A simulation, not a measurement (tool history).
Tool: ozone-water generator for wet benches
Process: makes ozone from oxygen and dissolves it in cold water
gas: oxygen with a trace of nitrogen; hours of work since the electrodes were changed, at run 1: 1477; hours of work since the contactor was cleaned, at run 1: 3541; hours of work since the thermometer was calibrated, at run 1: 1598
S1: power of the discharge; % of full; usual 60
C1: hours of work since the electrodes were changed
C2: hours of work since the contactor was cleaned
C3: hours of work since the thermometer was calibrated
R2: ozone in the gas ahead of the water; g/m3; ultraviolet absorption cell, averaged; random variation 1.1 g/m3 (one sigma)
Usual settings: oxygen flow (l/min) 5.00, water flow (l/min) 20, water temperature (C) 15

Run 1, hour 0.0: usual settings; C1 1477; C2 3541; C3 1598. Result: dissolved ozone (ppm) 21.1, R2 197.6 g/m3.
Run 2, hour 74.8: usual settings; C1 1523; C2 3587; C3 1645. Result: dissolved ozone (ppm) 21.2, R2 198.8 g/m3.
Run 3, hour 156.1: usual settings; C1 1573; C2 3638; C3 1695. Result: dissolved ozone (ppm) 21.2, R2 199.0 g/m3.
Run 4, hour 262.1: usual settings; C1 1639; C2 3703; C3 1760. Result: dissolved ozone (ppm) 21.3, R2 201.7 g/m3.
Run 5, hour 391.5: usual settings but S1 67 % of full; C1 1719; C2 3783; C3 1840. Result: dissolved ozone (ppm) 22.8, R2 217.1 g/m3.
Run 6, hour 509.4: usual settings; C1 1792; C2 3856; C3 1913. Result: dissolved ozone (ppm) 21.2, R2 200.9 g/m3.
Run 7, hour 588.7: usual settings; C1 1841; C2 3905; C3 1962. Result: dissolved ozone (ppm) 21.2, R2 201.1 g/m3.
Run 8, hour 680.0: usual settings; C1 1897; C2 3962; C3 2019. Result: dissolved ozone (ppm) 20.9, R2 200.3 g/m3.
Run 9, hour 781.5: usual settings; C1 1960; C2 4024; C3 2081. Result: dissolved ozone (ppm) 20.9, R2 203.2 g/m3.
Run 10, hour 876.9: usual settings; C1 2019; C2 4083; C3 2140. Result: dissolved ozone (ppm) 21.1, R2 199.7 g/m3.
Run 11, hour 967.4: usual settings; C1 2075; C2 4139; C3 2196. Result: dissolved ozone (ppm) 21.2, R2 200.6 g/m3.
Run 12, hour 1059.8: usual settings; C1 2132; C2 4196; C3 2253. Result: dissolved ozone (ppm) 21.1, R2 203.2 g/m3.
Run 13, hour 1142.6: usual settings; C1 2183; C2 4247; C3 2305. Result: dissolved ozone (ppm) 21.2, R2 203.4 g/m3.
Run 14, hour 1227.6: usual settings; C1 2236; C2 4300; C3 2357. Result: dissolved ozone (ppm) 21.3, R2 202.8 g/m3.
Run 15, hour 1352.3: usual settings; C1 2313; C2 4377; C3 2434. Result: dissolved ozone (ppm) 21.4, R2 204.8 g/m3.
At hour 1424.8: gauge calibrated.
Run 16, hour 1443.6: usual settings but oxygen flow (l/min) 6.08; C1 2369; C2 4433; C3 2491. Result: dissolved ozone (ppm) 20.8, R2 173.5 g/m3.
Run 17, hour 1512.0: usual settings but oxygen flow (l/min) 6.08; C1 2411; C2 4476; C3 2533. Result: dissolved ozone (ppm) 20.9, R2 175.6 g/m3.
Run 18, hour 1657.0: usual settings but oxygen flow (l/min) 6.08; C1 2501; C2 4565; C3 2622. Result: dissolved ozone (ppm) 21.0, R2 176.2 g/m3.
Run 19, hour 1767.8: usual settings but S1 80 % of full, oxygen flow (l/min) 2.81, water flow (l/min) 12, water temperature (C) 8; C1 2570; C2 4634; C3 2691. Result: dissolved ozone (ppm) 44.6, R2 349.8 g/m3.
Run 20, hour 1846.2: usual settings but S1 80 % of full, oxygen flow (l/min) 2.81, water flow (l/min) 12, water temperature (C) 8; C1 2618; C2 4682; C3 2739. Result: dissolved ozone (ppm) 44.7, R2 347.7 g/m3.
Run 21, hour 1980.6: usual settings but S1 46 % of full, oxygen flow (l/min) 7.67; C1 2701; C2 4765; C3 2823. Result: dissolved ozone (ppm) 16.9, R2 129.4 g/m3.
Run 22, hour 2051.7: usual settings but S1 76 % of full, oxygen flow (l/min) 7.67, water temperature (C) 14; C1 2745; C2 4809; C3 2866. Result: dissolved ozone (ppm) 23.9, R2 180.9 g/m3.
Run 23, hour 2174.0: usual settings but S1 76 % of full, oxygen flow (l/min) 7.67, water temperature (C) 14; C1 2821; C2 4885; C3 2942. Result: dissolved ozone (ppm) 24.0, R2 179.5 g/m3.
Run 24, hour 2250.9: usual settings but oxygen flow (l/min) 4.45; C1 2868; C2 4932; C3 2990. Result: dissolved ozone (ppm) 21.1, R2 216.5 g/m3.
Run 25, hour 2318.7: usual settings but oxygen flow (l/min) 4.45; C1 2910; C2 4974; C3 3031. Result: dissolved ozone (ppm) 21.4, R2 218.1 g/m3.
Run 26, hour 2382.4: usual settings but S1 73 % of full, oxygen flow (l/min) 7.77, water flow (l/min) 30, water temperature (C) 11; C1 2949; C2 5014; C3 3071. Result: dissolved ozone (ppm) 16.9, R2 175.0 g/m3.
Run 27, hour 2493.3: usual settings but S1 48 % of full, oxygen flow (l/min) 5.16, water temperature (C) 7; C1 3018; C2 5082; C3 3139. Result: dissolved ozone (ppm) 20.2, R2 170.4 g/m3.
Run 28, hour 2615.8: usual settings but S1 94 % of full, oxygen flow (l/min) 4.66; C1 3094; C2 5158; C3 3215. Result: dissolved ozone (ppm) 28.3, R2 284.4 g/m3.

Forecast run 29:
Run 29, hour 2698.7: usual settings but S1 94 % of full, oxygen flow (l/min) 4.66; C1 3145; C2 5209; C3 3266. Result: dissolved ozone (ppm) ?, R2 ?.

dissolved ozone (ppm): 29.0
R2: 286.3 g/m3
Without the tool's hidden state the same run would have given dissolved ozone (ppm) 29.0, R2 279.4 g/m3.

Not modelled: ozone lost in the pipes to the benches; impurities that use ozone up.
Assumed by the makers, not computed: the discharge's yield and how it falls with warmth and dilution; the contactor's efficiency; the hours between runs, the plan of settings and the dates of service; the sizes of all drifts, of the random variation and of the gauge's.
